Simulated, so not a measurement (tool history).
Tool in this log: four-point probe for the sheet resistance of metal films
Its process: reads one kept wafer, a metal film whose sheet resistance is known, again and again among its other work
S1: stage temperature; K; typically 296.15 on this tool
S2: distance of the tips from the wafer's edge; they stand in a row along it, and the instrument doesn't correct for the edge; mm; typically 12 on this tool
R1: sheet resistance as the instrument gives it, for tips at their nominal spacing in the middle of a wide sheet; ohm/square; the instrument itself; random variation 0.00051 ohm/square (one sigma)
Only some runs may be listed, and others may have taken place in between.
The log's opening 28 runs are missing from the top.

{"run": 29, "hour": 2556.4, "S1": 297.15, "S2": 3, "R1": 2.576466}
{"run": 30, "hour": 2674.9, "S1": 297.15, "S2": 3, "R1": 2.577386}
{"run": 31, "hour": 2742.0, "S1": 297.15, "S2": 3, "R1": 2.577464}
{"run": 32, "hour": 2833.8, "S1": 295.15, "S2": 6, "R1": 2.54044}
{"run": 33, "hour": 2925.0, "S1": 295.15, "S2": 6, "R1": 2.541224}
{"run": 34, "hour": 3040.3, "S1": 297.15, "S2": 8, "R1": 2.527473}
{"run": 35, "hour": 3123.6, "S1": 300.15, "S2": 42, "R1": 2.508463}
{"run": 36, "hour": 3176.2, "S1": 300.15, "S2": 42, "R1": 2.508524}
{"run": 37, "hour": 3282.3, "S1": 302.15, "S2": 5, "R1": 2.524733}
{"run": 38, "hour": 3386.6, "S1": 302.15, "S2": 5, "R1": 2.524171}
{"run": 39, "hour": 3472.0, "S1": 292.15, "S2": 6, "R1": 2.556436}
{"run": 40, "hour": 3522.4, "S1": 292.15, "S2": 12, "R1": 2.544239}
{"run": 41, "hour": 3638.0, "S1": 301.15, "S2": 18, "R1": 2.509022}
{"run": 42, "hour": 3741.7, "S1": 296.15, "S2": 16, "R1": 2.528447}
{"run": 43, "hour": 3847.6, "S1": 305.15, "S2": 4, "R1": 2.527159}
{"run": 44, "hour": 3926.8, "S1": 305.15, "S2": 4, "R1": 2.527834}

Predict the results of run 45:
{"run": 45, "hour": 3983.6, "S1": 305.15, "S2": 4, "R1": "?"}

Run 45 produced R1 2.527989 ohm/square.
Take away the tool's hidden state, keep the run-to-run variation as it was, and the same run would have given R1 2.523842 ohm/square.
